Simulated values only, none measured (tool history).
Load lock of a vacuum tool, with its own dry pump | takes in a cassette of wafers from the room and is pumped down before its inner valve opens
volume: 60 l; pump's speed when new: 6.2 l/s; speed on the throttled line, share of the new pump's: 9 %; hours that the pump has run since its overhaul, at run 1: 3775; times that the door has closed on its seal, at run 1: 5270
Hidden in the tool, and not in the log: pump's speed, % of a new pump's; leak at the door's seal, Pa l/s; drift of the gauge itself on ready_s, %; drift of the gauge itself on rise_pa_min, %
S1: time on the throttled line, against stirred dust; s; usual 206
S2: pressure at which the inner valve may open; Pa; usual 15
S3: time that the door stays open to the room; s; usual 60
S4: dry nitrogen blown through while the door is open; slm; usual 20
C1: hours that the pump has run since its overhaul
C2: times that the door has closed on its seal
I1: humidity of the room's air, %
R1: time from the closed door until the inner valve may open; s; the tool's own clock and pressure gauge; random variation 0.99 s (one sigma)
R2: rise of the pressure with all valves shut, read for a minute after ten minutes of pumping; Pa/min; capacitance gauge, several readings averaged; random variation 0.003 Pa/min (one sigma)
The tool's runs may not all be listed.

Run 1, day 0: usual settings; C1 3775; C2 5270; I1 44.2. Result: R1 279.1 s, R2 0.015 Pa/min.
Run 2, day 7.096: usual settings; C1 3945; C2 5617; I1 44.6. Result: R1 279 s, R2 0.022 Pa/min.
Run 3, day 22.754: usual settings but S4 5 slm; C1 4321; C2 6383; I1 43.6. Result: R1 279.6 s, R2 0.035 Pa/min.
Run 4, day 37.717: usual settings but S1 168 s; C1 4680; C2 7115; I1 43.7. Result: R1 244.9 s, R2 0.02 Pa/min.
Run 5, day 54.188: usual settings but S1 168 s; C1 5076; C2 7921; I1 41.4. Result: R1 244.9 s, R2 0.019 Pa/min.
Run 6, day 67.708: usual settings but S3 27 s; C1 5400; C2 8582; I1 44.6. Result: R1 280.7 s, R2 0.021 Pa/min.
Run 7, day 78.683: usual settings but S3 27 s; C1 5663; C2 9119; I1 43.3. Result: R1 281.7 s, R2 0.021 Pa/min.
Run 8, day 88.279: usual settings but S4 29 slm; C1 5894; C2 9588; I1 43.7. Result: R1 280.5 s, R2 0.016 Pa/min.
Run 9, day 97.079: usual settings; C1 6105; C2 10019; I1 50.2. Result: R1 281.3 s, R2 0.023 Pa/min.
Run 10, day 103.779: usual settings; C1 6266; C2 10346; I1 44.9. Result: R1 279.4 s, R2 0.026 Pa/min.
Run 11, day 113.275: usual settings but S4 10 slm; C1 6494; C2 10811; I1 47.6. Result: R1 283.4 s, R2 0.036 Pa/min.
Run 12, day 122.362: usual settings but S4 10 slm; C1 6712; C2 11255; I1 46.6. Result: R1 284.5 s, R2 0.041 Pa/min.
Run 13, day 131.012: usual settings but S4 4 slm; C1 6919; C2 11678; I1 46.2. Result: R1 283.1 s, R2 0.043 Pa/min.
Run 14, day 139.125: usual settings but S3 136 s; C1 7114; C2 12075; I1 44.3. Result: R1 284 s, R2 0.03 Pa/min.
Run 15, day 151.862: usual settings but S3 122 s; C1 7420; C2 12698; I1 46.1. Result: R1 282.2 s, R2 0.025 Pa/min.
Run 16, day 166.804: usual settings but S3 122 s; C1 7778; C2 13429; I1 49. Result: R1 283.3 s, R2 0.034 Pa/min.
Run 17, day 174.221: usual settings but S1 163 s, S2 16 Pa, S3 157 s, S4 6 slm; C1 7956; C2 13792; I1 46.4. Result: R1 243.9 s, R2 0.058 Pa/min.
Run 18, day 184.329: usual settings but S1 163 s, S2 16 Pa, S3 157 s, S4 6 slm; C1 8199; C2 14286; I1 46.7. Result: R1 244.7 s, R2 0.058 Pa/min.
Run 19, day 197.708: usual settings but S2 20 Pa, S4 11 slm; C1 8520; C2 14941; I1 44.3. Result: R1 282.5 s, R2 0.036 Pa/min.
Run 20, day 205.212: usual settings but S2 20 Pa, S3 106 s, S4 11 slm; C1 8700; C2 15308; I1 45.3. Result: R1 281.2 s, R2 0.041 Pa/min.
Run 21, day 214.454: usual settings but S1 134 s, S2 12 Pa, S3 33 s; C1 8922; C2 15760; I1 42. Result: R1 223.9 s, R2 0.027 Pa/min.
Run 22, day 227.517: usual settings but S3 210 s; C1 9235; C2 16398; I1 43.6. Result: R1 285.2 s, R2 0.039 Pa/min.
Run 23, day 241.912: usual settings but S3 210 s; C1 9581; C2 17103; I1 48.2. Result: R1 289.3 s, R2 0.04 Pa/min.
Run 24, day 256.362: usual settings but S4 8 slm; C1 9928; C2 17809; I1 46.5. Result: R1 286.2 s, R2 0.047 Pa/min.
Run 25, day 270.112: usual settings but S1 148 s, S2 10 Pa, S3 34 s; C1 10258; C2 18482; I1 47.3. Result: R1 240.5 s, R2 0.033 Pa/min.
Run 26, day 285.096: usual settings but S1 148 s, S2 10 Pa, S3 34 s; C1 10617; C2 19215; I1 45.1. Result: R1 241.6 s, R2 0.038 Pa/min.
At day 291.438: dry pump taken out, an overhauled one fitted.
Run 27, day 298.162: usual settings but S1 258 s, S2 20 Pa, S3 80 s, S4 24 slm; C1 161; C2 19842; I1 46.7. Result: R1 318.7 s, R2 0.036 Pa/min.
Run 28, day 312.425: usual settings but S1 258 s, S2 20 Pa, S3 80 s, S4 24 slm; C1 504; C2 20539; I1 45.7. Result: R1 321.1 s, R2 0.047 Pa/min.
Run 29, day 324.021: usual settings but S1 258 s, S2 27 Pa, S3 80 s, S4 4 slm; C1 782; C2 21106; I1 47.3. Result: R1 318.5 s, R2 0.062 Pa/min.

Measured less the same run without the tool's hidden state. The same run-to-run variation is in both; the gauge's scatter may not be:
run     R1      R2
  1     +4  +0.005
  2   +4.2  +0.006
  3   +4.7  +0.006
  4   +5.5  +0.007
  5     +6  +0.008
  6   +6.3  +0.008
  7   +6.7  +0.009
  8     +7  +0.009
  9   +7.4   +0.01
 10   +7.6  +0.011
 11     +8  +0.012
 12   +8.4  +0.012
 13   +8.6  +0.013
 14     +9  +0.013
 15   +9.4  +0.014
 16   +9.8  +0.016
 17  +10.4  +0.016
 18  +10.8  +0.016
 19  +10.6  +0.017
 20  +10.9  +0.017
 21  +13.2  +0.018
 22  +12.3  +0.019
 23  +12.9   +0.02
 24  +13.3  +0.021
 25  +15.7  +0.023
 26  +16.5  +0.024
 27   +1.1  +0.024
 28   +1.4  +0.026
 29   +1.6  +0.027

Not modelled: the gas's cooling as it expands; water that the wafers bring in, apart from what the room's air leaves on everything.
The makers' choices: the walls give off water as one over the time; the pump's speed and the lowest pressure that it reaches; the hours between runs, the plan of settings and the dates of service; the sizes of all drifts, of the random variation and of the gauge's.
